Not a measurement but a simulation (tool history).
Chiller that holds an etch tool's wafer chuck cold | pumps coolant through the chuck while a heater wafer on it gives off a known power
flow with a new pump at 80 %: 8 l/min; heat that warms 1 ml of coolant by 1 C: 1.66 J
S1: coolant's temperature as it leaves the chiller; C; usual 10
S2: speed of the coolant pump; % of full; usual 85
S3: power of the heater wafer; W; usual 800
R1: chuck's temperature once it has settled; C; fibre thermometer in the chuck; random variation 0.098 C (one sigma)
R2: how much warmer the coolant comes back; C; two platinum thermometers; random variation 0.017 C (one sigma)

Run 1, day 0: usual settings. Result: R1 18.6 C, R2 3.4 C.
Run 2, day 3.438: usual settings. Result: R1 18.81 C, R2 3.4 C.
Run 3, day 6.146: usual settings. Result: R1 18.55 C, R2 3.41 C.
Run 4, day 10.667: usual settings. Result: R1 18.63 C, R2 3.38 C.
Run 5, day 14.871: usual settings. Result: R1 18.63 C, R2 3.39 C.
Run 6, day 18.117: usual settings. Result: R1 18.74 C, R2 3.38 C.
Run 7, day 21.554: usual settings. Result: R1 18.77 C, R2 3.42 C.
At day 24.983: chiller's thermometer calibrated.
Run 8, day 25.004: usual settings. Result: R1 18.62 C, R2 3.39 C.
Run 9, day 28.942: usual settings but S2 82 % of full. Result: R1 18.72 C, R2 3.5 C.
Run 10, day 32.692: usual settings but S2 82 % of full. Result: R1 18.9 C, R2 3.54 C.
Run 11, day 35.408: usual settings but S2 82 % of full. Result: R1 18.89 C, R2 3.55 C.
Run 12, day 38.104: usual settings but S2 82 % of full. Result: R1 18.95 C, R2 3.55 C.
Run 13, day 41.567: usual settings but S2 82 % of full. Result: R1 18.77 C, R2 3.57 C.
Run 14, day 46.012: usual settings but S2 82 % of full. Result: R1 18.97 C, R2 3.53 C.
Run 15, day 48.246: usual settings but S3 415 W. Result: R1 14.48 C, R2 1.8 C.
Run 16, day 51.529: usual settings but S3 415 W. Result: R1 14.59 C, R2 1.79 C.
Run 17, day 56.204: usual settings but S1 13 C, S2 65 % of full, S3 463 W. Result: R1 18.98 C, R2 2.6 C.
Run 18, day 60.479: usual settings but S1 7 C, S2 77 % of full, S3 1097 W. Result: R1 19.81 C, R2 5.14 C.
Run 19, day 63.092: usual settings but S1 13 C, S2 82 % of full, S3 572 W. Result: R1 19.29 C, R2 2.51 C.
Run 20, day 65.558: usual settings but S3 466 W. Result: R1 15.09 C, R2 1.98 C.
Run 21, day 68.708: usual settings but S2 98 % of full, S3 894 W. Result: R1 18.92 C, R2 3.25 C.
Run 22, day 72.029: usual settings but S1 4 C, S2 65 % of full, S3 493 W. Result: R1 10.48 C, R2 2.76 C.
Run 23, day 76.296: usual settings but S1 1 C, S2 65 % of full, S3 857 W. Result: R1 12.15 C, R2 4.76 C.
Run 24, day 78.404: usual settings but S1 1 C, S2 90 % of full, S3 649 W. Result: R1 7.76 C, R2 2.59 C.
Run 25, day 82.404: usual settings but S1 1 C, S2 90 % of full, S3 649 W. Result: R1 7.9 C, R2 2.61 C.
Run 26, day 85.625: usual settings but S1 1 C, S2 81 % of full, S3 649 W. Result: R1 8.25 C, R2 2.91 C.
Run 27, day 88.692: usual settings but S1 1 C, S2 81 % of full, S3 649 W. Result: R1 8.25 C, R2 2.91 C.
Run 28, day 90.846: usual settings but S1 1 C, S2 81 % of full, S3 649 W. Result: R1 8.04 C, R2 2.93 C.
Run 29, day 93.688: usual settings but S1 16 C, S2 84 % of full, S3 959 W. Result: R1 26.55 C, R2 4.13 C.
Run 30, day 98.275: usual settings but S1 16 C, S2 84 % of full, S3 959 W. Result: R1 26.44 C, R2 4.13 C.
Run 31, day 103.05: usual settings but S1 1 C, S2 91 % of full, S3 959 W. Result: R1 11.01 C, R2 3.8 C.

Forecast each of these 4 alternatives for the next run:
At day 104.417: coolant changed, channels flushed.
Run A, day 107.825: usual settings but S1 0 C, S2 90 % of full, S3 959 W. Result: R1 ?, R2 ?.
At day 104.417: coolant changed, channels flushed.
Run B, day 107.825: usual settings but S1 1 C, S3 722 W. Result: R1 ?, R2 ?.
At day 104.417: coolant changed, channels flushed.
Run C, day 107.825: usual settings but S1 3 C, S2 90 % of full, S3 680 W. Result: R1 ?, R2 ?.
At day 104.417: coolant changed, channels flushed.
Run D, day 107.825: usual settings but S1 16 C, S2 78 % of full, S3 1059 W. Result: R1 ?, R2 ?.

run     R1    R2
  A   9.92  3.84
  B   8.74  3.06
  C  10.22  2.72
  D  28.18  4.91
Without the tool's hidden state the same runs would have given:
run     R1    R2
  A   9.91  3.84
  B   8.73  3.06
  C  10.21  2.72
  D  28.17   4.9
